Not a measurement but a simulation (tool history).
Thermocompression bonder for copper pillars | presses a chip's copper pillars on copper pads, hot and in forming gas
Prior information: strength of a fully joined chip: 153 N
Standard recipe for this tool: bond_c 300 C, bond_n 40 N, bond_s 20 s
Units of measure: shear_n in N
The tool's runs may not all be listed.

run	hour	bond_c	bond_n	bond_s	shear_n
1	0.0	300	40	20	82.1
2	12.4	300	40	20	82.8
3	32.0	300	40	20	82.9
4	55.4	300	40	20	82.7
5	76.8	300	40	20	83.7
# hour 90.5: forming gas filter changed
6	101.3	300	40	20	83.6
7	118.1	300	39	30	93.3
8	132.3	300	39	30	92.5
9	146.6	305	43	45	114.1
10	169.6	300	31	20	67.6
11	193.5	300	31	20	67.5

Here are 4 independent what-if runs from the current tool condition. What would each one return?
A	214.3	314	31	17	?
B	214.3	279	27	57	?
C	214.3	282	43	20	?
D	214.3	300	25	20	?

run	shear_n
A	71.7
B	72.8
C	75.4
D	56.9
Without the tool's unlogged condition, the same runs would have read:
run	shear_n
A	71.9
B	73.0
C	75.6
D	57.1

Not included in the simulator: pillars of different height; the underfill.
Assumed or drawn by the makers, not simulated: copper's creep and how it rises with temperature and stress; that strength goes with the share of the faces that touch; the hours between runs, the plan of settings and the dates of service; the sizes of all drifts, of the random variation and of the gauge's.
